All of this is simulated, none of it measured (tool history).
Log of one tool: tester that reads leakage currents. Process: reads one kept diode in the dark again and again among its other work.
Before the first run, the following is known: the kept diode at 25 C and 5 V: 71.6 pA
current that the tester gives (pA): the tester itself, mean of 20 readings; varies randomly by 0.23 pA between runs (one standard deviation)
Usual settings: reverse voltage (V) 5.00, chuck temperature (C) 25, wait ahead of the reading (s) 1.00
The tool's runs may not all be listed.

run	hour	reverse voltage (V)	chuck temperature (C)	wait ahead of the reading (s)	current that the tester gives (pA)
1	0.0	5.00	25	1.00	81.49
2	20.1	5.00	25	1.00	82.24
3	35.4	5.00	21	1.00	57.07
4	49.9	5.00	21	1.00	57.00
5	78.4	5.00	21	1.00	57.40
6	106.1	5.00	21	1.00	57.65
7	128.1	5.00	21	1.00	57.61
8	158.4	5.00	21	1.00	57.69
9	189.4	5.00	21	1.00	58.32
10	219.3	5.00	21	1.00	58.24
11	239.5	5.00	27	1.00	99.70
12	260.8	5.00	27	1.00	100.14
13	278.6	5.00	25	1.00	84.21
14	301.3	5.00	25	0.42	86.28
15	332.6	5.00	24	0.42	80.05
16	350.6	5.00	24	0.42	79.95
17	368.9	5.00	24	0.42	80.21
18	396.1	5.00	24	0.42	80.62
19	416.7	5.00	54	1.00	947.44
20	433.6	5.00	54	1.00	946.72
21	456.9	5.00	54	1.00	953.37
22	480.3	5.00	54	1.00	948.39
23	510.4	5.00	54	1.00	949.33
24	541.6	15.48	25	4.50	129.03
25	564.8	15.48	25	4.50	130.54
26	585.0	1.86	25	4.50	59.62
27	603.3	1.86	25	4.50	60.20
28	617.0	1.86	25	4.50	60.48
29	645.3	7.85	25	4.50	101.70
30	663.6	7.85	25	4.34	101.39
31	692.6	7.85	25	4.34	102.40
32	717.7	6.79	43	3.65	450.62
33	740.2	6.79	43	3.65	448.45
34	770.6	5.00	36	0.55	229.51
35	796.5	5.00	36	0.55	229.70
36	811.6	2.89	36	3.73	187.87
37	836.4	2.89	36	3.73	188.03
38	862.2	2.89	26	1.37	79.08
39	875.2	6.16	49	8.83	710.97

Selected run-to-run steps in current that the tester gives (pA), each split into two signed amounts: the part the tool would show with no hidden state at all (from settings, incoming material and random variation), and the remainder, which goes to the hidden state together with any gauge scatter not common to the measured and the hidden-state-free results:
Hidden conditions of the tool in this case: stray current of the dirty probe card, pA a volt; current scale over the true one, %; true chuck temperature over the reading, C; drift of the gauge itself on leakage_pa, %.
Run 18 -> 19: chuck temperature (C) 24 -> 54, wait ahead of the reading (s) 0.42 -> 1.00. current that the tester gives (pA) +866.82: hidden state +91.20, all else +775.62.
Run 23 -> 24: reverse voltage (V) 5.00 -> 15.48, chuck temperature (C) 54 -> 25, wait ahead of the reading (s) 1.00 -> 4.50. current that the tester gives (pA) -820.30: hidden state -85.65, all else -734.65.
Run 38 -> 39: reverse voltage (V) 2.89 -> 6.16, chuck temperature (C) 26 -> 49, wait ahead of the reading (s) 1.37 -> 8.83. current that the tester gives (pA) +631.89: hidden state +86.76, all else +545.13.

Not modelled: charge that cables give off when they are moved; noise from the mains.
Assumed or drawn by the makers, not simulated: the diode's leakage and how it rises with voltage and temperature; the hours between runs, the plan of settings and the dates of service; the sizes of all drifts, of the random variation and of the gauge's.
